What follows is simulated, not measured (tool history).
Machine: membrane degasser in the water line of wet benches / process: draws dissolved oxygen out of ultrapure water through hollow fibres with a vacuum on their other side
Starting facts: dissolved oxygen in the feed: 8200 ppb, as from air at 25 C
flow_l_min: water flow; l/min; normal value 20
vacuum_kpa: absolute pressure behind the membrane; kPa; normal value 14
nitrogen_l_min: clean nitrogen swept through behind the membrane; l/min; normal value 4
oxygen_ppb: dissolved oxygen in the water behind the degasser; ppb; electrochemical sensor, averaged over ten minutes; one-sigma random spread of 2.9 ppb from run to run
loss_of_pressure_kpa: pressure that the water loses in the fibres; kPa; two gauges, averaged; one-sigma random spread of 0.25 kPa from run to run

run,day,flow_l_min,vacuum_kpa,nitrogen_l_min,oxygen_ppb,loss_of_pressure_kpa
1,0,20,14,4,314.9,67.11
2,1.371,20,14,4,315.1,67.63
3,2.692,20,14,4,315.7,67.76
4,4.371,20,14,1.61,481.9,67.86
5,5.304,20,14,1.61,475.9,67.99
6,6.204,20,14,1.61,487.3,67.76
7,7.729,16,14,1.61,358.4,54.29
8,9.317,16,14,7.65,171,54.37
9,10.738,16,14,7.65,172.2,53.61
# day 10.929: vacuum gauge calibrated
10,12.75,16,14.5,7.65,174.7,53.92
11,13.996,20,13.4,4,310.9,68.07
12,15.75,22,8.8,4,300.5,74.86
13,16.692,16,12.2,1.99,287.9,54.1
14,18.012,16,26.4,1.99,541.2,54.49
# day 19.546: vacuum gauge calibrated, once more
15,19.875,20,16.9,8.76,262.8,68.19
16,21.188,20,16.9,8.76,263.3,68.29
17,22.396,13,32.7,9.02,175.8,44.19
18,23.225,15,19.9,8.5,171.4,51.22
19,24.204,20,32.6,4,518.7,68.7
20,25.238,14,11,4,152.8,47.71
21,26.15,19,30.1,1.7,794.8,64.34

Predict each of these 5 candidate next runs independently; none follows another, all start after run 21:
A,27.433,19,30.1,4.58,?,?
B,27.433,19,26,1.7,?,?
C,27.433,29,14,4.51,?,?
D,27.433,31,30.1,1.7,?,?
E,27.433,16,30.1,3.62,?,?

run,oxygen_ppb,loss_of_pressure_kpa
A,428.5,64.72
B,724.5,64.54
C,522.4,99.07
D,1317.6,104.94
E,390.5,54.79
Without the tool's unlogged condition, the same runs would have read:
run,oxygen_ppb,loss_of_pressure_kpa
A,406.8,62.72
B,701.4,62.53
C,487.4,96.01
D,1282.6,101.68
E,373,53.1
